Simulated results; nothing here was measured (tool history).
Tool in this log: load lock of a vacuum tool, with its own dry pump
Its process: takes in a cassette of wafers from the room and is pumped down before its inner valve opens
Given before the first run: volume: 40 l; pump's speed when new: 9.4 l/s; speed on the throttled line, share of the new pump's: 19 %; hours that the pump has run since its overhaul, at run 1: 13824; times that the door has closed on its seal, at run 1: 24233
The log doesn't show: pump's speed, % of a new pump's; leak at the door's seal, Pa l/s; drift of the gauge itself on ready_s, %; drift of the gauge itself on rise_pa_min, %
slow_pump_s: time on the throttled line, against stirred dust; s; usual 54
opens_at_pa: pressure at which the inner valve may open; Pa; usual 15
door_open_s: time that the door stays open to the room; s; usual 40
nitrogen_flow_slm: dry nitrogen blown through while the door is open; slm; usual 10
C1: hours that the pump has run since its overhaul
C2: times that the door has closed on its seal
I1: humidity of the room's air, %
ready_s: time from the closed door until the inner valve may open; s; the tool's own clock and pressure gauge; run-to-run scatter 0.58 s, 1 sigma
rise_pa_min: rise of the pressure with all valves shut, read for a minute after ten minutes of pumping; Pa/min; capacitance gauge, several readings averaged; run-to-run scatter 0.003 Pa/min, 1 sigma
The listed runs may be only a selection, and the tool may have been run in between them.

run 1 hour=0 | slow_pump_s=54 opens_at_pa=15 door_open_s=40 nitrogen_flow_slm=10 | C1=13824 C2=24233 | I1=45.4 | ready_s=90.2 rise_pa_min=0.49
run 2 hour=310.5 | slow_pump_s=54 opens_at_pa=15 door_open_s=40 nitrogen_flow_slm=8 | C1=14134 C2=25718 | I1=42.8 | ready_s=90.2 rise_pa_min=0.52
-- hour=598.8 dry pump taken out, an overhauled one fitted
run 3 hour=659.5 | slow_pump_s=54 opens_at_pa=15 door_open_s=40 nitrogen_flow_slm=8 | C1=61 C2=27358 | I1=45.2 | ready_s=81.2 rise_pa_min=0.571
run 4 hour=1028.7 | slow_pump_s=54 opens_at_pa=15 door_open_s=40 nitrogen_flow_slm=24 | C1=430 C2=29123 | I1=42 | ready_s=82.8 rise_pa_min=0.604
run 5 hour=1269.6 | slow_pump_s=54 opens_at_pa=15 door_open_s=40 nitrogen_flow_slm=24 | C1=671 C2=30275 | I1=45.7 | ready_s=82.7 rise_pa_min=0.644
-- hour=1361.6 door's seal changed, seat wiped
run 6 hour=1528.6 | slow_pump_s=54 opens_at_pa=15 door_open_s=135 nitrogen_flow_slm=24 | C1=928 C2=798 | I1=46.2 | ready_s=81.6 rise_pa_min=0.052
run 7 hour=1933.2 | slow_pump_s=54 opens_at_pa=15 door_open_s=128 nitrogen_flow_slm=10 | C1=1333 C2=2733 | I1=44.6 | ready_s=81.9 rise_pa_min=0.083
run 8 hour=2325.3 | slow_pump_s=54 opens_at_pa=15 door_open_s=40 nitrogen_flow_slm=16 | C1=1725 C2=4608 | I1=46.1 | ready_s=82.3 rise_pa_min=0.065
run 9 hour=2524.3 | slow_pump_s=54 opens_at_pa=27 door_open_s=40 nitrogen_flow_slm=16 | C1=1924 C2=5560 | I1=45.9 | ready_s=80 rise_pa_min=0.085
run 10 hour=2700.5 | slow_pump_s=96 opens_at_pa=27 door_open_s=40 nitrogen_flow_slm=37 | C1=2100 C2=6402 | I1=44.8 | ready_s=113.9 rise_pa_min=0.079
run 11 hour=2974.3 | slow_pump_s=29 opens_at_pa=26 door_open_s=40 nitrogen_flow_slm=37 | C1=2374 C2=7711 | I1=44.3 | ready_s=60.5 rise_pa_min=0.099
run 12 hour=3404 | slow_pump_s=29 opens_at_pa=26 door_open_s=175 nitrogen_flow_slm=7 | C1=2804 C2=9766 | I1=46 | ready_s=60.7 rise_pa_min=0.186
run 13 hour=3724.7 | slow_pump_s=29 opens_at_pa=26 door_open_s=79 nitrogen_flow_slm=9 | C1=3124 C2=11299 | I1=44.8 | ready_s=60.7 rise_pa_min=0.181
run 14 hour=3909 | slow_pump_s=29 opens_at_pa=26 door_open_s=79 nitrogen_flow_slm=9 | C1=3309 C2=12181 | I1=44.1 | ready_s=60.7 rise_pa_min=0.19

The next listed run, before its measurement:
run 15 hour=4228.3 | slow_pump_s=54 opens_at_pa=24 door_open_s=41 nitrogen_flow_slm=10 | C1=3628 C2=13707 | I1=42.6 | ready_s=? rise_pa_min=?

Run 15 yielded ready_s 81.4 s, rise_pa_min 0.202 Pa/min.
With no hidden state in the tool, this same run would have given ready_s 79.8 s, rise_pa_min 0.032 Pa/min.

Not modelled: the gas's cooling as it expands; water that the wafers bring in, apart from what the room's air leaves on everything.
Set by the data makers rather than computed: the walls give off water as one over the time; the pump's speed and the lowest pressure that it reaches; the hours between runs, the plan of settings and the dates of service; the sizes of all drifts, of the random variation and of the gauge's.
